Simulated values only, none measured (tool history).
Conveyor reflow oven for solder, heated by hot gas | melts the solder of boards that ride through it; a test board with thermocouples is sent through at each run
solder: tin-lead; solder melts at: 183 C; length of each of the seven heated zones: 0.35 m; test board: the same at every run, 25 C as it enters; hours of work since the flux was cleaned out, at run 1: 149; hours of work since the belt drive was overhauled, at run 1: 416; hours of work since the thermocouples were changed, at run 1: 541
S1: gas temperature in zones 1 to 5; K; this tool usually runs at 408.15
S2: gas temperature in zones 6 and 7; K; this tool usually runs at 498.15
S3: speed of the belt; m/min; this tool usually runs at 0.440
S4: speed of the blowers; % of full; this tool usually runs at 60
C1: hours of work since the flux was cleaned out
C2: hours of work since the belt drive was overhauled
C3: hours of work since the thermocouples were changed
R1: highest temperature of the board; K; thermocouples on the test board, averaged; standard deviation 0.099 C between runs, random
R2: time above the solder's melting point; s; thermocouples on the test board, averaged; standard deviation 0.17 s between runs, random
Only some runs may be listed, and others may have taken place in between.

Run 1, hour 0.0: usual settings; C1 149; C2 416; C3 541. Result: R1 479.31 K, R2 57.1 s.
Run 2, hour 10.2: usual settings but S3 0.484 m/min; C1 154; C2 421; C3 546. Result: R1 476.07 K, R2 46.1 s.
Run 3, hour 20.8: usual settings but S3 0.484 m/min; C1 159; C2 427; C3 551. Result: R1 475.94 K, R2 46.0 s.
Run 4, hour 41.5: usual settings but S4 62 % of full; C1 169; C2 437; C3 562. Result: R1 479.80 K, R2 57.9 s.
Run 5, hour 59.8: usual settings but S3 0.498 m/min; C1 178; C2 446; C3 571. Result: R1 474.86 K, R2 42.7 s.
Run 6, hour 81.1: usual settings but S1 398.15 K, S3 0.498 m/min; C1 189; C2 457; C3 582. Result: R1 472.17 K, R2 35.7 s.
At hour 105.0: thermocouples of zones 6 and 7 changed.
Run 7, hour 105.6: usual settings; C1 200; C2 468; C3 0. Result: R1 478.51 K, R2 55.7 s.
Run 8, hour 124.6: usual settings; C1 210; C2 477; C3 10. Result: R1 478.70 K, R2 55.5 s.
Run 9, hour 140.2: usual settings; C1 217; C2 485; C3 18. Result: R1 478.69 K, R2 55.5 s.
Run 10, hour 160.5: usual settings; C1 228; C2 495; C3 28. Result: R1 478.65 K, R2 56.0 s.
Run 11, hour 179.2: usual settings; C1 237; C2 504; C3 37. Result: R1 478.34 K, R2 55.5 s.
Run 12, hour 193.7: usual settings; C1 244; C2 512; C3 44. Result: R1 478.40 K, R2 55.5 s.
Run 13, hour 210.9: usual settings; C1 253; C2 520; C3 53. Result: R1 478.64 K, R2 55.3 s.
Run 14, hour 229.6: usual settings; C1 262; C2 530; C3 62. Result: R1 478.31 K, R2 55.3 s.
At hour 236.6: flux residue cleaned out of gas plates and filters.
Run 15, hour 248.4: usual settings but S1 413.15 K, S3 0.421 m/min, S4 53 % of full; C1 6; C2 536; C3 69. Result: R1 478.22 K, R2 59.8 s.
Run 16, hour 258.9: usual settings but S1 413.15 K, S3 0.421 m/min, S4 53 % of full; C1 11; C2 542; C3 74. Result: R1 478.27 K, R2 59.4 s.
Run 17, hour 282.2: usual settings but S1 406.15 K, S2 496.15 K, S3 0.421 m/min, S4 55 % of full; C1 23; C2 553; C3 86. Result: R1 475.65 K, R2 52.8 s.
Run 18, hour 301.0: usual settings but S4 74 % of full; C1 32; C2 563; C3 95. Result: R1 481.94 K, R2 61.5 s.

Run 19, settings as shown, results not yet in. Your forecast:
Run 19, hour 321.6: usual settings but S4 74 % of full; C1 42; C2 573; C3 105. Result: R1 ?, R2 ?.

For run 19 the tool returned R1 481.85 K, R2 61.5 s.
With the hidden condition absent and the run-to-run variation left alone, this run would have shown R1 483.29 K, R2 63.0 s.
